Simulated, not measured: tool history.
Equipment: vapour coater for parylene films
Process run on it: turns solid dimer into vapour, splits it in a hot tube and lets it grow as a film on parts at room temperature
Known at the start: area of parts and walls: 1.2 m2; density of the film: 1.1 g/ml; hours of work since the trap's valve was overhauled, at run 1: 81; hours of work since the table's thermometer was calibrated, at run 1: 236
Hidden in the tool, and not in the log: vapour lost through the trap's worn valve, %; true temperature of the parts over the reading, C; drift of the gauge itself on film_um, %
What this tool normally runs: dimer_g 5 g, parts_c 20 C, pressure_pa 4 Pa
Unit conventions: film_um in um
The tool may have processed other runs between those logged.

run	day	dimer_g	parts_c	pressure_pa	hours of work since the trap's valve was overhauled	hours of work since the table's thermometer was calibrated	film_um
1	0	5	20	4	81	236	2.15
2	0.546	5	20	4	86	242	2.13
3	1.038	5	20	4	91	247	2.12
4	1.383	5	20	4	95	250	2.11
5	2.012	4	20	4	101	257	1.7
6	2.496	4	20	4	106	262	1.68
7	3.058	8	20	4	112	267	3.37
8	3.688	8	20	4	118	274	3.37
9	4.192	8	24	4	123	279	3.16
10	4.717	8	23	4	128	284	3.28
11	5.179	8	23	4	133	289	3.24

Run 12 is up next; what results do you expect?
12	5.654	8	27	4	138	293	?

film_um: 2.99 um
Without the tool's hidden state the same run would have given film_um 3.05 um.
